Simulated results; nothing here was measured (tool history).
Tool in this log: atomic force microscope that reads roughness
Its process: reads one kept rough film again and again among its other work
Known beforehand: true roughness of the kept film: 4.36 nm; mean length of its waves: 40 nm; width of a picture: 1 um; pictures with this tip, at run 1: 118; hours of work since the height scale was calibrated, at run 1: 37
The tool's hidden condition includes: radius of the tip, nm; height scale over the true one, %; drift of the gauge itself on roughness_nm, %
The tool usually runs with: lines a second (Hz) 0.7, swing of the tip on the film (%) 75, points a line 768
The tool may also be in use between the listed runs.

run     day  lines a second (Hz)  swing of the tip on the film (%)  points a line  pictures with this tip  hours of work since the height scale was calibrated  roughness of the kept film (nm (root mean square))
  1       0                  0.7                                75            768                     118                                                   37                                               3.635
  2   3.158                2.434                                75            768                     191                                                   72                                               3.108
  3   6.342                  0.7                                75            768                     264                                                  107                                               3.431
      6.642  -- new tip fitted
  4   9.767                  0.7                                75            768                      72                                                  145                                               3.712
  5  11.742                  0.7                                75            768                     117                                                  167                                               3.666
  6  13.158                  0.7                                75            768                     150                                                  182                                               3.621
  7  14.588                  0.7                                75            768                     182                                                  198                                               3.575
  8  17.262                  0.7                                75            768                     244                                                  228                                               3.484
     18.421  -- new tip fitted
  9  19.542                  0.7                                75            768                      26                                                  253                                               3.764
 10  22.788                  0.7                                75            656                     101                                                  289                                               3.687
     23.004  -- height scale calibrated on a step standard
 11  25.433                  0.7                                75            656                     161                                                   27                                               3.596
 12  27.492                  0.7                                75            768                     208                                                   50                                               3.533
     29.975  -- new tip fitted
 13  30.142                  0.7                                75            768                       3                                                   79                                               3.836
 14  31.883                  0.7                                75            768                      44                                                   98                                               3.758
     32.371  -- height scale calibrated on a step standard, once more
 15  33.662                  0.7                                75            768                      84                                                   14                                               3.701
 16  36.012                1.209                                75            302                     138                                                   40                                               3.463
 17  39.125                0.645                                75            630                     209                                                   75                                               3.535

Estimate the outcome of run 18 from the log above:
 18  41.5                0.645                                75            630                     264                                                  101                                                   ?

For run 18 the tool returned roughness of the kept film (nm (root mean square)) 3.478.
Minus the tool's unlogged condition, the same run would have read roughness of the kept film (nm (root mean square)) 3.862.

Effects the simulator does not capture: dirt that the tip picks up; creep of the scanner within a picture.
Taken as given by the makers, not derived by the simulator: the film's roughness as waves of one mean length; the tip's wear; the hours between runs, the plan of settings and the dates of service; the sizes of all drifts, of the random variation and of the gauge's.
